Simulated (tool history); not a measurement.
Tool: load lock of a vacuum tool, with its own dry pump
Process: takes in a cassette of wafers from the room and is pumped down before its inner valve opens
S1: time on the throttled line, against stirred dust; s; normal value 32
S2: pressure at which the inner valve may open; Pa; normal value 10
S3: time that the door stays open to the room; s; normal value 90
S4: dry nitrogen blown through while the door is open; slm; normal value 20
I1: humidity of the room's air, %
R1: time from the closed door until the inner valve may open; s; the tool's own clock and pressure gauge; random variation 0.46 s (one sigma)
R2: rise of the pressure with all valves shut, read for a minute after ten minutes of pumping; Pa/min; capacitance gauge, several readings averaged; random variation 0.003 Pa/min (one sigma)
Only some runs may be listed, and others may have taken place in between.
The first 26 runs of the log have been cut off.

{"run": 27, "day": 248.617, "S1": 27, "S2": 13, "S3": 90, "S4": 20, "I1": 46.7, "R1": 57.1, "R2": 0.189}
{"run": 28, "day": 255.375, "S1": 23, "S2": 10, "S3": 105, "S4": 17, "I1": 43.6, "R1": 56.0, "R2": 0.182}
{"run": 29, "day": 263.979, "S1": 32, "S2": 10, "S3": 26, "S4": 20, "I1": 42.3, "R1": 63.2, "R2": 0.187}
{"run": 30, "day": 271.642, "S1": 32, "S2": 9, "S3": 95, "S4": 6, "I1": 46.8, "R1": 63.8, "R2": 0.21}
{"run": 31, "day": 277.858, "S1": 41, "S2": 10, "S3": 70, "S4": 5, "I1": 42.7, "R1": 68.6, "R2": 0.213}
{"run": 32, "day": 289.679, "S1": 38, "S2": 10, "S3": 90, "S4": 16, "I1": 46.3, "R1": 67.5, "R2": 0.212}
{"run": 33, "day": 295.229, "S1": 38, "S2": 10, "S3": 90, "S4": 16, "I1": 45.2, "R1": 67.8, "R2": 0.195}
{"run": 34, "day": 301.342, "S1": 32, "S2": 10, "S3": 90, "S4": 15, "I1": 50.1, "R1": 64.4, "R2": 0.209}
{"run": 35, "day": 311.092, "S1": 32, "S2": 10, "S3": 90, "S4": 15, "I1": 44.6, "R1": 63.4, "R2": 0.21}
{"run": 36, "day": 323.912, "S1": 23, "S2": 12, "S3": 47, "S4": 16, "I1": 43.9, "R1": 56.0, "R2": 0.211}
{"run": 37, "day": 331.038, "S1": 23, "S2": 12, "S3": 47, "S4": 16, "I1": 45.6, "R1": 56.4, "R2": 0.21}

4 ways to go on from here, each from the tool as it stands after run 37. What would each give?
{"run": "A", "day": 342.996, "S1": 64, "S2": 12, "S3": 90, "S4": 14, "I1": 46.6, "R1": "?", "R2": "?"}
{"run": "B", "day": 342.996, "S1": 23, "S2": 7, "S3": 47, "S4": 9, "I1": 41.8, "R1": "?", "R2": "?"}
{"run": "C", "day": 342.996, "S1": 32, "S2": 9, "S3": 52, "S4": 37, "I1": 43.9, "R1": "?", "R2": "?"}
{"run": "D", "day": 342.996, "S1": 32, "S2": 12, "S3": 90, "S4": 5, "I1": 46.0, "R1": "?", "R2": "?"}

run=A R1=84.7 R2=0.229
run=B R1=59.7 R2=0.229
run=C R1=65.6 R2=0.216
run=D R1=63.2 R2=0.243
Without the tool's unlogged condition, the same runs would have read:
run=A R1=80.7 R2=0.021
run=B R1=52.7 R2=0.019
run=C R1=59.5 R2=0.009
run=D R1=57.3 R2=0.033
